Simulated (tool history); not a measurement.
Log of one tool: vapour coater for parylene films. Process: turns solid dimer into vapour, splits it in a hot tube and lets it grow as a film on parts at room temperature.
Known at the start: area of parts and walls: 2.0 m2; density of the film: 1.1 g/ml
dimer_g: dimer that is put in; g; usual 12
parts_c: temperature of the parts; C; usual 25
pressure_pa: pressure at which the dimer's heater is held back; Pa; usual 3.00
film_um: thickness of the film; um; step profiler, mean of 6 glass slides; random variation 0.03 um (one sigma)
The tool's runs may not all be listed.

run 1 hour=0.0 | dimer_g=12 parts_c=25 pressure_pa=3.00 | film_um=2.64
run 2 hour=33.5 | dimer_g=16 parts_c=25 pressure_pa=3.00 | film_um=3.55
run 3 hour=62.5 | dimer_g=12 parts_c=25 pressure_pa=3.00 | film_um=2.69
run 4 hour=76.9 | dimer_g=12 parts_c=25 pressure_pa=3.00 | film_um=2.69
run 5 hour=103.3 | dimer_g=6 parts_c=25 pressure_pa=3.00 | film_um=1.32
run 6 hour=135.8 | dimer_g=6 parts_c=25 pressure_pa=3.00 | film_um=1.31
run 7 hour=168.8 | dimer_g=6 parts_c=25 pressure_pa=3.00 | film_um=1.34
run 8 hour=191.3 | dimer_g=6 parts_c=25 pressure_pa=3.00 | film_um=1.37
run 9 hour=208.0 | dimer_g=6 parts_c=25 pressure_pa=3.00 | film_um=1.34
run 10 hour=226.4 | dimer_g=12 parts_c=19 pressure_pa=8.61 | film_um=2.54
run 11 hour=246.0 | dimer_g=10 parts_c=25 pressure_pa=3.00 | film_um=2.16
run 12 hour=277.6 | dimer_g=7 parts_c=22 pressure_pa=3.04 | film_um=1.66
run 13 hour=312.0 | dimer_g=7 parts_c=22 pressure_pa=3.04 | film_um=1.71
run 14 hour=338.4 | dimer_g=8 parts_c=22 pressure_pa=3.00 | film_um=1.85
run 15 hour=367.1 | dimer_g=21 parts_c=32 pressure_pa=3.43 | film_um=3.30
run 16 hour=404.9 | dimer_g=13 parts_c=25 pressure_pa=4.67 | film_um=2.59

Taken out of this log: 2 entries between the listed runs. Where each belongs, and how the hidden state differs across it:
Between runs 10 and 11: trap's valve overhauled (hour 233.5)
  vapour lost through the trap's worn valve, %: 3.1 -> 4.8; true temperature of the parts over the reading, C: 0.78 -> 0.79
  measured less the result without the state, film_um: -0.16 -> -0.17 um
Between runs 15 and 16: trap's valve overhauled, once more (hour 377.2)
  vapour lost through the trap's worn valve, %: 5.9 -> 1.3; true temperature of the parts over the reading, C: 0.87 -> 0.89
  measured less the result without the state, film_um: -0.32 -> -0.12 um
